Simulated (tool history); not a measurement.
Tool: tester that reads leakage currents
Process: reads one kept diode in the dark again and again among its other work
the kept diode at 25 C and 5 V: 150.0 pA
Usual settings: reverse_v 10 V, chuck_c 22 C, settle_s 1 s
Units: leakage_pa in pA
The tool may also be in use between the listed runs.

run    hour  reverse_v  chuck_c  settle_s  leakage_pa
  1       0         10       22         1      190.41
  2    95.5         10       22         1      191.43
  3   191.4         10       22         1      193.23
      243.3  -- probe card cleaned and baked
  4   256.5         10       22         1      179.12
  5   325.9         10       22      0.44      180.73
  6   384.6         10       22      0.44      181.31
  7   445.2         10       22      0.44      183.23
      537.5  -- chuck's temperature calibrated
  8   537.5         10       22      0.44      155.14
  9   578.7         10       22      0.44      155.84
 10   618.9         10       22      0.44       155.9
 11   702.2         10       22      0.44      157.45
 12   790.5         10       22      1.09      157.31
 13   867.9        7.3       22         1      137.14
 14   929.8        1.1       22         1       61.73
 15   999.2        1.1       22         1       62.02
 16  1058.6        1.1       22         1       62.12
 17  1112.3        1.1       22         1       62.18
 18  1196.3        1.1       22         1       62.73
 19  1293.1         10       22         1       163.3
 20  1364.3         10       22         1      165.26
 21  1405.1       18.3       22      1.12      217.07
 22  1472.9        3.5       32       1.9      264.97
 23  1527.4        3.5       38      6.68      457.94
 24  1609.9        1.1       48      0.47      663.28
 25  1654.8       12.1       22      0.51      184.11
 26  1704.1         12       22       0.6      185.37
 27  1801.3       13.5       22      1.32      194.69
 28  1851.8        1.1       26      0.91       94.72
 29  1924.7         10       42         1     1021.39
 30  1964.5          1       30      9.55      132.42
 31  2021.9        9.1       22      1.55      164.84
 32    2062       14.8       22         1      208.95
 33  2134.1         10       46       2.3     1444.98
 34    2190         10       46       2.3     1464.06
 35  2264.3        3.5       28         1      191.85
 36  2347.4        9.8       23      1.06      192.17
 37  2398.3         10       36         1      623.12
 38  2458.2        5.5       36         1      483.21
 39  2519.1        5.5       36         1      483.94

5 ways to go on from here, each from the tool as it stands after run 39. What would each give?
  A  2565.8        5.5       39      1.42           ?
  B  2565.8        3.1       36         1           ?
  C  2565.8        1.8       36         1           ?
  D  2565.8       15.7       22      1.01           ?
  E  2565.8        5.9       25      0.34           ?

run  leakage_pa
  A      630.05
  B      379.58
  C      301.36
  D      223.68
  E      186.36
Without the tool's hidden state the same runs would have given:
run  leakage_pa
  A      570.17
  B      343.24
  C      273.35
  D      182.77
  E      161.95
